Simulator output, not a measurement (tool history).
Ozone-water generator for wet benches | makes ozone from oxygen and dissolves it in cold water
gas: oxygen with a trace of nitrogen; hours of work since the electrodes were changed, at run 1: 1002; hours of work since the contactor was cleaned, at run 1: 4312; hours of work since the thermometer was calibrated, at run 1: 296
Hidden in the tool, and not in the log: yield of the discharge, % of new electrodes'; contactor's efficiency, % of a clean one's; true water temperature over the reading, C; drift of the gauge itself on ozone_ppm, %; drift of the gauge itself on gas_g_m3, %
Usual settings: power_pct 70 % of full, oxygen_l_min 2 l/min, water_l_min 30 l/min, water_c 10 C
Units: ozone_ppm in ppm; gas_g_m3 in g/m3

run,day,power_pct,oxygen_l_min,water_l_min,water_c,hours of work since the electrodes were changed,hours of work since the contactor was cleaned,hours of work since the thermometer was calibrated,ozone_ppm,gas_g_m3
1,0,70,2,30,10,1002,4312,296,9.2,206.2
2,3.571,70,1.41,30,10,1057,4366,350,8.5,253.1
3,8.075,70,2,30,10,1125,4435,419,9.2,207.8
4,10.021,70,2,30,10,1155,4465,448,9.2,207.2
5,13.271,70,2,30,10,1204,4514,498,9.2,205.4
6,17.7,70,2,30,10,1272,4582,566,9.2,205.8
7,21.438,70,2,30,10,1329,4639,623,9.2,205.7
8,23.658,70,2,38,10,1363,4673,656,7.1,206.7
9,25.583,70,2,38,10,1392,4702,686,7,204.3
10,27.758,70,2,30,10,1425,4735,719,9.2,202.9
11,30.254,70,2,30,10,1464,4773,757,9.1,205.7
12,34.508,70,2,30,10,1528,4838,822,9.1,204.5
13,38.775,78,2,30,10,1594,4903,887,9.6,216.2
14,42.15,78,2,30,10,1645,4955,939,9.5,219.2
15,45.379,70,2,30,10,1694,5004,988,9.3,205.1
16,47.433,70,3.29,30,10,1726,5035,1019,10.2,152.9
17,49.396,70,2.59,22,14,1756,5065,1049,13.1,174.1
18,52.104,70,1.36,30,7,1797,5107,1090,8.1,255
19,55.304,70,1.01,30,15,1846,5155,1139,7.3,302.1
20,58.479,79,2,30,10,1894,5204,1188,10,216.2
21,61.933,42,2.19,22,14,1947,5257,1240,9.2,143.8
22,64.329,72,2,36,10,1983,5293,1277,7.7,206.4
23,68.342,70,2.21,22,15,2045,5354,1338,12.3,191.4
24,71.933,70,2.21,22,6,2099,5409,1393,13.1,188.7
25,75.512,72,1.14,26,7,2154,5464,1447,9.1,282
# day 77.083: gauge calibrated
26,78.721,70,1.35,30,9,2203,5513,1496,8,260
27,81.1,70,1.35,30,9,2239,5549,1533,8.1,260
28,84.425,70,1.35,30,9,2290,5600,1583,8.1,259.9
29,87.533,70,1.15,20,15,2337,5647,1631,11.8,283.3
30,91.625,96,2,21,10,2400,5709,1693,15.6,244.3
31,93.908,96,2.34,39,17,2434,5744,1728,8.5,222.7
32,97.425,96,2.34,39,11,2488,5798,1782,8.5,224.6

3 ways to go on from here, each from the tool as it stands after run 32. What would each give?
A,100.712,54,2,29,6,2538,5848,1832,?,?
B,100.712,70,2,43,10,2538,5848,1832,?,?
C,100.712,70,1.43,30,10,2538,5848,1832,?,?

run,ozone_ppm,gas_g_m3
A,8.4,177.2
B,6.3,206.3
C,8.3,250.2
Without the tool's hidden state the same runs would have given:
run,ozone_ppm,gas_g_m3
A,8.4,178.9
B,6.3,208.4
C,8.3,252.8

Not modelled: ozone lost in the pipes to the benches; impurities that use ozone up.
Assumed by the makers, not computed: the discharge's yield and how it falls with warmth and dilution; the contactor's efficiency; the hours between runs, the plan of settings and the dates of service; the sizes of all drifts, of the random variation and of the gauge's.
